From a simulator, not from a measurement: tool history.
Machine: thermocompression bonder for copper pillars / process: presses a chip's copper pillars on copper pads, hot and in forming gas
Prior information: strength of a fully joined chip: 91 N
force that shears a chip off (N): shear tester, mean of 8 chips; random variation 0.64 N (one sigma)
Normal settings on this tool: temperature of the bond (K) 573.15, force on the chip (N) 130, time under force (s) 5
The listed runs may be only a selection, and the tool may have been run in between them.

run	hour	temperature of the bond (K)	force on the chip (N)	time under force (s)	force that shears a chip off (N)
1	0	573.15	130	5	37.4
2	31	573.15	130	5	35.8
3	67.9	573.15	130	5	35.8
4	101	588.15	130	5	42.4
5	134.4	588.15	130	5	42.3
6	158.1	588.15	130	5	42.2
7	177.2	588.15	130	5	43.2
8	203.9	588.15	130	5	41.6
# hour 233.6: forming gas filter changed
9	233.6	588.15	130	5	45.1
10	268.2	588.15	130	5	43.3
11	301.5	588.15	130	5	43.2
12	341.3	573.15	130	7	39.4
13	360.3	573.15	130	7	39.5
14	378.2	575.15	130	5	34.4
15	415.1	575.15	130	5	34.6
16	438.4	571.15	128	13	44.5
17	476.6	555.15	124	3	18.6
# hour 482.1: heater calibrated with a thermocouple chip
# hour 491.2: forming gas filter changed
18	497	545.15	170	5	28.8
19	516	590.15	130	5	42.9

What does the tool deliver on the next run?
20	553.2	600.15	170	8	?

Run 20 measured force that shears a chip off (N) 65.3.
If the tool had no hidden condition, the same run with the same run-to-run variation would have returned force that shears a chip off (N) 72.4.
